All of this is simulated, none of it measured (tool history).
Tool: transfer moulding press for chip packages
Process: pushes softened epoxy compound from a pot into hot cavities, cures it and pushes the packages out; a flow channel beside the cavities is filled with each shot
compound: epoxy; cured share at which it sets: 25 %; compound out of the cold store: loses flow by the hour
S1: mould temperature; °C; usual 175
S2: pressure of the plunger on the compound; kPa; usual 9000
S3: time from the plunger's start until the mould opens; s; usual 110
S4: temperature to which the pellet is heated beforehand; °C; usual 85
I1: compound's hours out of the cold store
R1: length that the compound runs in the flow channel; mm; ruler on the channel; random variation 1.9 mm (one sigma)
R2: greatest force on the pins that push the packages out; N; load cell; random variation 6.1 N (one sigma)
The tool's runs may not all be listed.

run	day	S1	S2	S3	S4	I1	R1	R2
1	0.000	175	9000	110	85	40.4	547	332
# day 0.379: cavities cleaned with cleaning compound and waxed
2	1.029	175	9000	110	85	19.7	633	248
3	1.896	175	7490	110	85	42.5	491	259
4	3.146	175	9000	110	85	37.2	557	297
5	4.525	175	9000	110	85	25.0	608	320
6	5.462	175	9000	110	85	43.6	531	333
# day 6.121: cavities cleaned with cleaning compound and waxed
7	6.383	175	9000	110	85	13.7	653	233
# day 8.296: mould's thermocouples calibrated
8	8.392	175	9000	110	85	45.4	521	280
9	10.362	175	9000	110	85	29.6	578	317
10	11.467	175	9000	110	87	29.4	580	322
# day 11.971: cavities cleaned with cleaning compound and waxed
11	13.346	175	9000	110	87	22.9	604	251
12	14.162	175	9000	110	85	40.9	530	279
# day 15.512: mould's thermocouples calibrated, once more
13	15.512	175	9000	110	85	32.7	567	323
# day 16.312: plunger's sealing rings changed
14	17.517	175	9000	110	85	26.3	610	343
# day 17.842: cavities cleaned with cleaning compound and waxed
15	18.596	175	10240	110	85	29.9	635	274
16	19.425	175	6840	110	85	11.9	588	295
17	20.900	175	6840	110	85	42.8	469	311
18	21.771	175	9000	120	76	22.2	622	306
# day 23.604: cavities cleaned with cleaning compound and waxed
19	23.696	168	9000	110	94	32.8	595	340
20	24.658	168	9000	110	94	24.9	633	393
21	25.562	181	10900	116	85	10.2	725	246
22	26.829	172	9930	110	90	44.2	564	362
23	28.412	179	8210	110	78	37.1	519	319
# day 29.338: cavities cleaned with cleaning compound and waxed
24	30.408	175	7410	110	85	22.6	555	261
25	32.400	183	7010	111	85	40.0	459	283
26	34.379	183	7010	111	85	41.7	452	311
# day 35.038: cavities cleaned with cleaning compound and waxed
27	36.167	183	7010	111	85	11.8	558	234

Forecast each of these 5 alternatives for the next run:
# day 36.558: plunger's sealing rings changed
A	37.792	175	8560	110	79	21.1	?	?
# day 36.558: plunger's sealing rings changed
B	37.792	183	7010	111	80	32.2	?	?
# day 36.558: plunger's sealing rings changed
C	37.792	183	7010	95	85	39.7	?	?
# day 36.558: plunger's sealing rings changed
D	37.792	177	7010	97	94	41.0	?	?
# day 36.558: plunger's sealing rings changed
E	37.792	175	8680	110	86	43.1	?	?

run	R1	R2
A	615	297
B	499	262
C	470	289
D	480	312
E	532	305
Without the tool's hidden state the same runs would have given:
run	R1	R2
A	619	218
B	501	190
C	472	214
D	483	232
E	535	225
